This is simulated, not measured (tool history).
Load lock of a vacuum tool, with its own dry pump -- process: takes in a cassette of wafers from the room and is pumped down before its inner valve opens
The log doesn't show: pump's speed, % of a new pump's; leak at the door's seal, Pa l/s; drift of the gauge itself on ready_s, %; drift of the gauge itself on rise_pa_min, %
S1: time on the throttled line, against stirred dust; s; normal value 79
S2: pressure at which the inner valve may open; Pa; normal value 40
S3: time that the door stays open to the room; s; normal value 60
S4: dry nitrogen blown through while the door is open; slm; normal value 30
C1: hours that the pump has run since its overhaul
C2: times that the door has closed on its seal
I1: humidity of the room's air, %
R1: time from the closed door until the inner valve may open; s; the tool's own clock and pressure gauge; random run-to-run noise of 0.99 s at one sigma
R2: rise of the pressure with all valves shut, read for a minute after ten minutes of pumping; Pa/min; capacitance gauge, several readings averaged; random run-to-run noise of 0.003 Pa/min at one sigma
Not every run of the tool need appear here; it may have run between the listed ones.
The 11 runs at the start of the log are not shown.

| run | hour | S1 | S2 | S3 | S4 | C1 | C2 | I1 | R1 | R2 |
|---|---|---|---|---|---|---|---|---|---|---|
| 12 | 3178.6 | 56 | 40 | 60 | 30 | 12346 | 7088 | 44.7 | 157.8 | 0.062 |
| 13 | 3574.5 | 56 | 40 | 60 | 30 | 12742 | 7971 | 43.7 | 155.7 | 0.070 |
| 14 | 3941.0 | 97 | 40 | 60 | 30 | 13109 | 8788 | 45.7 | 182.1 | 0.083 |
| 15 | 4253.7 | 79 | 40 | 60 | 30 | 13421 | 9486 | 45.5 | 173.4 | 0.090 |
| 16 | 4556.0 | 79 | 40 | 60 | 30 | 13724 | 10160 | 41.1 | 173.7 | 0.090 |
| 17 | 4776.1 | 79 | 40 | 60 | 8 | 13944 | 10650 | 43.7 | 174.6 | 0.104 |
| 18 | 5121.2 | 79 | 40 | 60 | 8 | 14289 | 11420 | 45.4 | 176.4 | 0.118 |
| 19 | 5340.7 | 125 | 62 | 60 | 30 | 14508 | 11909 | 47.0 | 198.9 | 0.108 |
| 20 | 5512.8 | 150 | 62 | 60 | 18 | 14680 | 12293 | 44.4 | 214.6 | 0.111 |
| 21 | 5900.6 | 106 | 34 | 60 | 30 | 15068 | 13158 | 49.5 | 195.0 | 0.121 |
| 22 | 6224.5 | 79 | 40 | 236 | 30 | 15392 | 13880 | 44.7 | 175.9 | 0.144 |
| 23 | 6574.9 | 102 | 66 | 36 | 29 | 15742 | 14662 | 44.7 | 182.2 | 0.145 |
| 24 | 6777.3 | 102 | 66 | 36 | 29 | 15945 | 15113 | 47.3 | 184.6 | 0.146 |
| 25 | 7094.8 | 66 | 66 | 36 | 29 | 16262 | 15821 | 42.3 | 159.9 | 0.159 |
| 26 | 7438.6 | 66 | 66 | 41 | 5 | 16606 | 16588 | 46.8 | 162.2 | 0.172 |
| 27 | 7819.3 | 66 | 66 | 41 | 5 | 16987 | 17437 | 43.2 | 159.7 | 0.190 |
| 28 | 8147.6 | 66 | 66 | 41 | 5 | 17315 | 18169 | 46.6 | 163.8 | 0.206 |
| 29 | 8425.9 | 45 | 66 | 41 | 5 | 17594 | 18789 | 44.1 | 150.3 | 0.214 |
| 30 | 8749.3 | 79 | 53 | 64 | 30 | 17917 | 19510 | 43.3 | 174.9 | 0.220 |
| 31 | 8948.0 | 79 | 47 | 176 | 30 | 18116 | 19953 | 44.6 | 178.2 | 0.231 |
| 32 | 9231.8 | 79 | 47 | 176 | 8 | 18399 | 20586 | 44.0 | 177.3 | 0.258 |
| 33 | 9464.1 | 79 | 47 | 52 | 8 | 18632 | 21104 | 47.1 | 177.6 | 0.255 |
| 34 | 9802.8 | 79 | 31 | 60 | 30 | 18970 | 21860 | 44.9 | 183.2 | 0.259 |
| 35 | 10122.7 | 79 | 31 | 60 | 30 | 19290 | 22573 | 43.0 | 184.5 | 0.268 |
| 36 | 10441.3 | 79 | 31 | 60 | 30 | 19609 | 23283 | 46.4 | 190.3 | 0.282 |

What if the next run were any one of these 3? Each begins from the tool's condition after run 36:
| A | 10608.0 | 40 | 31 | 60 | 30 | 19776 | 23655 | 43.3 | ? | ? |
| B | 10608.0 | 79 | 31 | 55 | 13 | 19776 | 23655 | 48.5 | ? | ? |
| C | 10608.0 | 79 | 41 | 60 | 32 | 19776 | 23655 | 43.8 | ? | ? |

| run | R1 | R2 |
|---|---|---|
| A | 164.3 | 0.292 |
| B | 186.5 | 0.300 |
| C | 182.6 | 0.295 |
Stripped of hidden state, with their random variation kept, the same runs would have yielded:
| run | R1 | R2 |
|---|---|---|
| A | 133.1 | 0.014 |
| B | 159.6 | 0.022 |
| C | 156.4 | 0.016 |

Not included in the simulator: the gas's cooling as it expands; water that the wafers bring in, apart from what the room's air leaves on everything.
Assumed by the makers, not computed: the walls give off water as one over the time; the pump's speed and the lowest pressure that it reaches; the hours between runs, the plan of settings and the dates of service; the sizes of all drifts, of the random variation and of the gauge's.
